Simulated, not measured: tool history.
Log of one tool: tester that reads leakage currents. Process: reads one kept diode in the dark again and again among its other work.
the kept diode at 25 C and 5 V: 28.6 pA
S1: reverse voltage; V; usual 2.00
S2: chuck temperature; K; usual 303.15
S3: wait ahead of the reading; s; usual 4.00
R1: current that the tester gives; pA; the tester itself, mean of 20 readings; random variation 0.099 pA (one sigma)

run      day     S1      S2    S3      R1
  1    0.000   2.00  303.15  4.00   28.59
       5.208  -- probe card cleaned and baked
  2   11.508   2.00  303.15  4.00   28.54
  3   22.821   2.00  303.15  4.00   28.46
  4   29.879   2.00  303.15  4.00   28.50
  5   40.725   2.00  303.15  4.00   28.58
  6   50.617   2.00  303.15  4.00   28.58
  7   57.383   2.00  303.15  4.00   28.60
  8   66.254   2.00  303.15  4.00   28.31
  9   73.650   2.00  303.15  4.00   28.48
 10   84.354   2.00  303.15  4.00   28.48
 11   90.146   2.00  303.15  4.00   28.41
 12   99.217   2.00  303.15  4.00   28.56
 13  106.629   2.00  303.15  4.00   28.58
 14  114.821   2.00  303.15  4.00   28.49
 15  122.912   2.00  303.15  4.00   28.52
     125.867  -- chuck's temperature calibrated
 16  133.275   2.00  303.15  4.00   28.72
 17  140.217   1.30  303.15  4.00   22.93
 18  147.042  14.98  310.15  0.74  152.07
 19  152.421   8.67  301.15  0.56   53.85
 20  158.967   8.67  301.15  0.56   53.84
 21  169.167   7.96  303.15  0.39   62.62
 22  175.158   2.00  319.15  1.63  112.25
 23  184.329   3.79  302.15  2.18   36.51
 24  191.771   3.79  302.15  2.18   36.30
 25  202.129   7.33  315.15  0.53  159.87
 26  207.129  19.81  300.15  1.07   74.40
 27  214.767   1.68  321.15  9.20  120.95
 28  222.150   1.56  311.15  0.74   51.21
 29  230.925  15.22  316.15  0.37  257.06
 30  238.046   2.00  317.15  4.65   95.20
 31  246.746   9.34  295.15  9.88   30.05
 32  255.275   9.34  295.15  9.88   29.99
 33  264.438  10.55  303.15  4.00   67.03

3 ways to go on from here, each from the tool as it stands after run 33. What would each give?
     269.867  -- tester calibrated
  A  271.838   1.76  326.15  0.57   ?
     269.867  -- tester calibrated
  B  271.838  10.24  332.15  4.00   ?
     269.867  -- tester calibrated
  C  271.838   2.00  329.15  4.00   ?

run      R1
  A  185.75
  B  715.55
  C  248.88
Without the tool's hidden state the same runs would have given:
run      R1
  A  186.05
  B  716.64
  C  249.29
